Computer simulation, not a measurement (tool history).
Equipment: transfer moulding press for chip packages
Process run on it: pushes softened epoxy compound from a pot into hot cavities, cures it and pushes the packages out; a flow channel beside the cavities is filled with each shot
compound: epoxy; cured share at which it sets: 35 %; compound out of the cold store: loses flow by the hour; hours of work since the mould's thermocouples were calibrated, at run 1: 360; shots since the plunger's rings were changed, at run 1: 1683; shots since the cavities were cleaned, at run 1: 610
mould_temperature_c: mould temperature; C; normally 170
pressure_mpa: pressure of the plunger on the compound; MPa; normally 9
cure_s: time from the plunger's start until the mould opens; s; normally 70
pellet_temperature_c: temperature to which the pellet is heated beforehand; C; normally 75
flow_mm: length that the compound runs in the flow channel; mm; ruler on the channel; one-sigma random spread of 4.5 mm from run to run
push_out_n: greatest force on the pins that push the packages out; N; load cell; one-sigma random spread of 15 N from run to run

| run | hour | mould_temperature_c | pressure_mpa | cure_s | pellet_temperature_c | hours of work since the mould's thermocouples were calibrated | shots since the plunger's rings were changed | shots since the cavities were cleaned | incoming compound's hours out of the cold store | flow_mm | push_out_n |
|---|---|---|---|---|---|---|---|---|---|---|---|
| 1 | 0 | 170 | 9 | 70 | 75 | 360 | 1683 | 610 | 14.1 | 1006 | 1013 |
|  | 29.4 | cavities cleaned with cleaning compound and waxed |
|  | 38.2 | mould's thermocouples calibrated |
|  | 68.9 | plunger's sealing rings changed |
| 2 | 74.4 | 170 | 9 | 70 | 75 | 27 | 96 | 701 | 38.7 | 934 | 1038 |
|  | 97.6 | cavities cleaned with cleaning compound and waxed |
| 3 | 113.4 | 170 | 9 | 70 | 75 | 56 | 743 | 272 | 28.9 | 968 | 910 |
|  | 165.8 | cavities cleaned with cleaning compound and waxed |
| 4 | 179.1 | 170 | 9 | 70 | 75 | 107 | 1854 | 230 | 22.8 | 976 | 881 |
|  | 232.7 | cavities cleaned with cleaning compound and waxed |
|  | 237.4 | plunger's sealing rings changed |
| 5 | 237.4 | 170 | 9 | 70 | 75 | 150 | 0 | 38 | 16.2 | 1010 | 735 |
|  | 300.2 | cavities cleaned with cleaning compound and waxed |
| 6 | 313.4 | 170 | 9 | 70 | 75 | 209 | 1288 | 228 | 9.1 | 1017 | 891 |
|  | 370.1 | cavities cleaned with cleaning compound and waxed |
| 7 | 370.6 | 170 | 9 | 70 | 75 | 253 | 2251 | 9 | 42.8 | 902 | 663 |
|  | 407.1 | plunger's sealing rings changed |
| 8 | 422.1 | 170 | 9 | 70 | 75 | 292 | 261 | 856 | 25.2 | 980 | 1059 |
|  | 441.6 | cavities cleaned with cleaning compound and waxed |
| 9 | 475.4 | 170 | 9 | 63 | 75 | 333 | 1156 | 585 | 38.7 | 914 | 1263 |
|  | 509.9 | cavities cleaned with cleaning compound and waxed |
| 10 | 526.8 | 170 | 9 | 70 | 75 | 372 | 2018 | 293 | 22.9 | 958 | 900 |
|  | 552.9 | mould's thermocouples calibrated |
|  | 576.6 | plunger's sealing rings changed |
|  | 578.1 | cavities cleaned with cleaning compound and waxed |
| 11 | 578.1 | 170 | 9 | 70 | 79 | 17 | 1 | 1 | 35.7 | 951 | 694 |
| 12 | 612.5 | 170 | 9 | 70 | 79 | 44 | 595 | 595 | 18 | 1009 | 1055 |

What will run 13 give?
|  | 647.7 | cavities cleaned with cleaning compound and waxed |
| 13 | 665.3 | 170 | 9 | 70 | 79 | 85 | 1482 | 305 | 36.7 | ? | ? |

{"run 13": {"flow_mm": 929, "push_out_n": 915}}
With the hidden condition absent and the run-to-run variation left alone, this run would have shown flow_mm 942 mm, push_out_n 682 N.
